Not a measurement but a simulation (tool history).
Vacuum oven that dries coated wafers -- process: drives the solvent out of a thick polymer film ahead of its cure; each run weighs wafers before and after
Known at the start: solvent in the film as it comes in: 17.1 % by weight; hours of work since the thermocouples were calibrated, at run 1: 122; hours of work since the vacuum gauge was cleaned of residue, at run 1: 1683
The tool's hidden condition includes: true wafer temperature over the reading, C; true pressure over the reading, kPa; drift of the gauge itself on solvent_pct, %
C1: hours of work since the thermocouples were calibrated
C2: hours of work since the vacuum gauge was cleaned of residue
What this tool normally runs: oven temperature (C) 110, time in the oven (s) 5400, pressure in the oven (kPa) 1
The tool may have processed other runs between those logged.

Run 1, hour 0: usual settings; C1 122; C2 1683. Result: solvent left in the film (%) 3.04.
Run 2, hour 72.2: usual settings; C1 172; C2 1733. Result: solvent left in the film (%) 3.33.
Run 3, hour 116.9: usual settings; C1 203; C2 1764. Result: solvent left in the film (%) 3.2.
Run 4, hour 192.7: usual settings; C1 255; C2 1816. Result: solvent left in the film (%) 3.24.
Run 5, hour 237: usual settings; C1 285; C2 1846. Result: solvent left in the film (%) 3.23.
Run 6, hour 291.2: usual settings; C1 323; C2 1884. Result: solvent left in the film (%) 3.27.
Run 7, hour 329.4: usual settings but oven temperature (C) 102; C1 349; C2 1910. Result: solvent left in the film (%) 5.61.
Run 8, hour 367.5: usual settings but oven temperature (C) 102; C1 375; C2 1936. Result: solvent left in the film (%) 5.74.
Run 9, hour 398.1: usual settings; C1 396; C2 1957. Result: solvent left in the film (%) 3.21.
Run 10, hour 435: usual settings; C1 421; C2 1983. Result: solvent left in the film (%) 3.27.
Run 11, hour 491.8: usual settings; C1 460; C2 2022. Result: solvent left in the film (%) 3.3.
Run 12, hour 524.4: usual settings; C1 483; C2 2044. Result: solvent left in the film (%) 3.36.
Run 13, hour 563.9: usual settings; C1 510; C2 2071. Result: solvent left in the film (%) 3.4.
Run 14, hour 599.9: usual settings; C1 535; C2 2096. Result: solvent left in the film (%) 3.5.
Run 15, hour 646.2: usual settings; C1 567; C2 2128. Result: solvent left in the film (%) 3.32.
At hour 651.2: oven's thermocouples calibrated.
Run 16, hour 687.3: usual settings; C1 25; C2 2155. Result: solvent left in the film (%) 3.6.
At hour 706.3: vacuum gauge cleaned of residue and calibrated.
Run 17, hour 759.6: usual settings but time in the oven (s) 6120; C1 74; C2 37. Result: solvent left in the film (%) 2.94.
Run 18, hour 824.7: usual settings; C1 118; C2 81. Result: solvent left in the film (%) 3.55.
Run 19, hour 898.3: usual settings; C1 169; C2 132. Result: solvent left in the film (%) 3.51.
Run 20, hour 931.7: usual settings; C1 192; C2 155. Result: solvent left in the film (%) 3.53.
Run 21, hour 1002.7: usual settings; C1 241; C2 204. Result: solvent left in the film (%) 3.56.
At hour 1034.4: oven's thermocouples calibrated, once more.
Run 22, hour 1049.5: usual settings but time in the oven (s) 3060, pressure in the oven (kPa) 0.61; C1 10; C2 235. Result: solvent left in the film (%) 5.58.
Run 23, hour 1085.6: usual settings but oven temperature (C) 120, time in the oven (s) 6780, pressure in the oven (kPa) 3.84; C1 35; C2 259. Result: solvent left in the film (%) 1.22.
Run 24, hour 1121.3: usual settings but oven temperature (C) 120, time in the oven (s) 6780, pressure in the oven (kPa) 3.84; C1 60; C2 284. Result: solvent left in the film (%) 1.27.
Run 25, hour 1196.5: usual settings but oven temperature (C) 120, time in the oven (s) 6780, pressure in the oven (kPa) 3.84; C1 111; C2 336. Result: solvent left in the film (%) 1.26.
Run 26, hour 1261.1: usual settings but oven temperature (C) 113, time in the oven (s) 3000, pressure in the oven (kPa) 3.84; C1 156; C2 380. Result: solvent left in the film (%) 5.87.
Run 27, hour 1292.7: usual settings but oven temperature (C) 98, time in the oven (s) 9600, pressure in the oven (kPa) 3.84; C1 178; C2 402. Result: solvent left in the film (%) 5.18.
Run 28, hour 1361.1: usual settings but oven temperature (C) 119, time in the oven (s) 3600, pressure in the oven (kPa) 1.08; C1 225; C2 449. Result: solvent left in the film (%) 2.61.
Run 29, hour 1431.8: usual settings but oven temperature (C) 119, time in the oven (s) 3600, pressure in the oven (kPa) 1.08; C1 273; C2 497. Result: solvent left in the film (%) 2.72.
Run 30, hour 1491.4: usual settings but oven temperature (C) 96; C1 314; C2 538. Result: solvent left in the film (%) 7.49.
Run 31, hour 1555.3: usual settings but oven temperature (C) 102, time in the oven (s) 5880, pressure in the oven (kPa) 3.07; C1 358; C2 582. Result: solvent left in the film (%) 5.79.
Run 32, hour 1590.6: usual settings but oven temperature (C) 102, time in the oven (s) 2760, pressure in the oven (kPa) 3.07; C1 382; C2 607. Result: solvent left in the film (%) 9.23.
Run 33, hour 1621.8: usual settings but oven temperature (C) 99, time in the oven (s) 4140, pressure in the oven (kPa) 3.39; C1 404; C2 628. Result: solvent left in the film (%) 8.47.
Run 34, hour 1670.8: usual settings but oven temperature (C) 125, pressure in the oven (kPa) 1.1; C1 438; C2 662. Result: solvent left in the film (%) 0.76.
Run 35, hour 1744.1: usual settings but oven temperature (C) 117, time in the oven (s) 4980, pressure in the oven (kPa) 3.04; C1 488; C2 712. Result: solvent left in the film (%) 2.5.
Run 36, hour 1805.1: usual settings but time in the oven (s) 8280, pressure in the oven (kPa) 0.78; C1 530; C2 754. Result: solvent left in the film (%) 1.57.
Run 37, hour 1868.9: usual settings but time in the oven (s) 3840; C1 574; C2 798. Result: solvent left in the film (%) 4.9.
Run 38, hour 1904.5: usual settings but time in the oven (s) 3840; C1 598; C2 822. Result: solvent left in the film (%) 5.07.
Run 39, hour 1957.7: usual settings but oven temperature (C) 95, pressure in the oven (kPa) 3.71; C1 635; C2 859. Result: solvent left in the film (%) 8.89.
Run 40, hour 2003.5: usual settings but oven temperature (C) 121, time in the oven (s) 3600, pressure in the oven (kPa) 2.79; C1 666; C2 891. Result: solvent left in the film (%) 2.73.
Run 41, hour 2037.8: usual settings but oven temperature (C) 116, time in the oven (s) 5940, pressure in the oven (kPa) 3.93; C1 690; C2 914. Result: solvent left in the film (%) 2.41.
Run 42, hour 2084.3: usual settings but oven temperature (C) 116, time in the oven (s) 5940, pressure in the oven (kPa) 3.93; C1 722; C2 946. Result: solvent left in the film (%) 2.41.

Results per run with the tool's hidden condition removed, run-to-run variation unchanged:
run  solvent left in the film (%)
  1                           2.9
  2                          3.15
  3                          3.01
  4                          3.02
  5                          2.99
  6                             3
  7                          5.29
  8                           5.4
  9                          2.91
 10                          2.95
 11                          2.96
 12                             3
 13                          3.02
 14                           3.1
 15                          2.92
 16                             3
 17                          2.48
 18                          3.04
 19                          2.95
 20                          2.97
 21                          2.96
 22                          5.56
 23                           1.2
 24                          1.24
 25                          1.22
 26                          5.75
 27                          5.02
 28                          2.47
 29                          2.56
 30                          7.25
 31                          5.52
 32                          8.99
 33                          8.19
 34                          0.67
 35                          2.26
 36                          1.33
 37                          4.52
 38                          4.67
 39                          8.44
 40                          2.39
 41                          2.09
 42                          2.08

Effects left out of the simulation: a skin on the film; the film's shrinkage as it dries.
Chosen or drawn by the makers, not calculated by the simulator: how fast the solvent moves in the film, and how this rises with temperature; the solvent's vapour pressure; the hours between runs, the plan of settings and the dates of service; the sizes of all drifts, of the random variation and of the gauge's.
